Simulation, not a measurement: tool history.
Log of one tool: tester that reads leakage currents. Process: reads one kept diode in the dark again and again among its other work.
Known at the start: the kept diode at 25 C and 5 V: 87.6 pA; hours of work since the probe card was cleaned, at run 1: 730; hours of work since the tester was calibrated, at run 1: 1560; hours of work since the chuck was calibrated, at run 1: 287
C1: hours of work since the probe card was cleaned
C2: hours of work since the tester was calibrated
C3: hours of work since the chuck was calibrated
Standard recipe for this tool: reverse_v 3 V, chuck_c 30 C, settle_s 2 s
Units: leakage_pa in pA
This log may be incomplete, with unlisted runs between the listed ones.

run 1 hour=0 | reverse_v=3 chuck_c=30 settle_s=2 | C1=730 C2=1560 C3=287 | leakage_pa=116.72
run 2 hour=112.4 | reverse_v=3 chuck_c=30 settle_s=2 | C1=780 C2=1610 C3=337 | leakage_pa=118.24
run 3 hour=294.9 | reverse_v=3 chuck_c=49 settle_s=2 | C1=861 C2=1691 C3=418 | leakage_pa=539.27
run 4 hour=379.2 | reverse_v=3 chuck_c=49 settle_s=2 | C1=898 C2=1729 C3=456 | leakage_pa=543.86
run 5 hour=535.1 | reverse_v=3 chuck_c=30 settle_s=0.93 | C1=967 C2=1798 C3=525 | leakage_pa=122.09
-- hour=585.4 chuck's temperature calibrated
run 6 hour=718.2 | reverse_v=3 chuck_c=30 settle_s=0.93 | C1=1048 C2=1878 C3=59 | leakage_pa=131.44
run 7 hour=875.3 | reverse_v=3 chuck_c=30 settle_s=0.93 | C1=1118 C2=1948 C3=129 | leakage_pa=132.91
-- hour=991.5 chuck's temperature calibrated, once more
run 8 hour=991.5 | reverse_v=2.93 chuck_c=30 settle_s=2 | C1=1168 C2=1999 C3=0 | leakage_pa=110.77
run 9 hour=1171.4 | reverse_v=2.93 chuck_c=30 settle_s=2.01 | C1=1248 C2=2079 C3=80 | leakage_pa=112.31
run 10 hour=1363.4 | reverse_v=2.93 chuck_c=30 settle_s=2.01 | C1=1334 C2=2164 C3=165 | leakage_pa=114.73
run 11 hour=1533.2 | reverse_v=3 chuck_c=21 settle_s=2 | C1=1409 C2=2240 C3=241 | leakage_pa=55.16
run 12 hour=1654.2 | reverse_v=3 chuck_c=21 settle_s=2 | C1=1463 C2=2293 C3=295 | leakage_pa=55.64
run 13 hour=1833.4 | reverse_v=1.93 chuck_c=22 settle_s=9.14 | C1=1543 C2=2373 C3=374 | leakage_pa=50.8
run 14 hour=2003.6 | reverse_v=8.53 chuck_c=30 settle_s=2 | C1=1618 C2=2449 C3=450 | leakage_pa=190.91
run 15 hour=2097.2 | reverse_v=1.9 chuck_c=46 settle_s=1.93 | C1=1660 C2=2490 C3=491 | leakage_pa=363.53
-- hour=2214.1 chuck's temperature calibrated
run 16 hour=2282.7 | reverse_v=4.27 chuck_c=46 settle_s=4.9 | C1=1742 C2=2572 C3=30 | leakage_pa=474.33
run 17 hour=2403.4 | reverse_v=4.27 chuck_c=46 settle_s=4.9 | C1=1795 C2=2626 C3=84 | leakage_pa=477.75
run 18 hour=2507.1 | reverse_v=3.17 chuck_c=48 settle_s=2.93 | C1=1841 C2=2672 C3=130 | leakage_pa=495.65
run 19 hour=2689 | reverse_v=3.17 chuck_c=38 settle_s=0.38 | C1=1922 C2=2752 C3=211 | leakage_pa=232.48
run 20 hour=2833.1 | reverse_v=3.17 chuck_c=38 settle_s=0.38 | C1=1986 C2=2817 C3=275 | leakage_pa=235.58
-- hour=3009.3 probe card cleaned and baked
run 21 hour=3019.2 | reverse_v=1.5 chuck_c=28 settle_s=0.38 | C1=4 C2=2898 C3=356 | leakage_pa=75.62
run 22 hour=3153.9 | reverse_v=3.89 chuck_c=30 settle_s=2 | C1=64 C2=2958 C3=416 | leakage_pa=133.13
run 23 hour=3321.3 | reverse_v=3.89 chuck_c=30 settle_s=2 | C1=139 C2=3032 C3=491 | leakage_pa=134.88
-- hour=3434.2 chuck's temperature calibrated
run 24 hour=3442.2 | reverse_v=3.89 chuck_c=30 settle_s=2 | C1=192 C2=3085 C3=4 | leakage_pa=123.09

3 ways to go on from here, each from the tool as it stands after run 24. What would each give?
run A hour=3520.2 | reverse_v=15.74 chuck_c=38 settle_s=2 | C1=226 C2=3120 C3=38 | leakage_pa=?
run B hour=3520.2 | reverse_v=2.11 chuck_c=55 settle_s=1.16 | C1=226 C2=3120 C3=38 | leakage_pa=?
run C hour=3520.2 | reverse_v=16.57 chuck_c=37 settle_s=7.72 | C1=226 C2=3120 C3=38 | leakage_pa=?

run=A leakage_pa=424.74
run=B leakage_pa=687.01
run=C leakage_pa=400.52
The same runs, with their run-to-run variation unchanged, on a tool lacking any hidden condition would have given:
run=A leakage_pa=418.16
run=B leakage_pa=679.7
run=C leakage_pa=394.06

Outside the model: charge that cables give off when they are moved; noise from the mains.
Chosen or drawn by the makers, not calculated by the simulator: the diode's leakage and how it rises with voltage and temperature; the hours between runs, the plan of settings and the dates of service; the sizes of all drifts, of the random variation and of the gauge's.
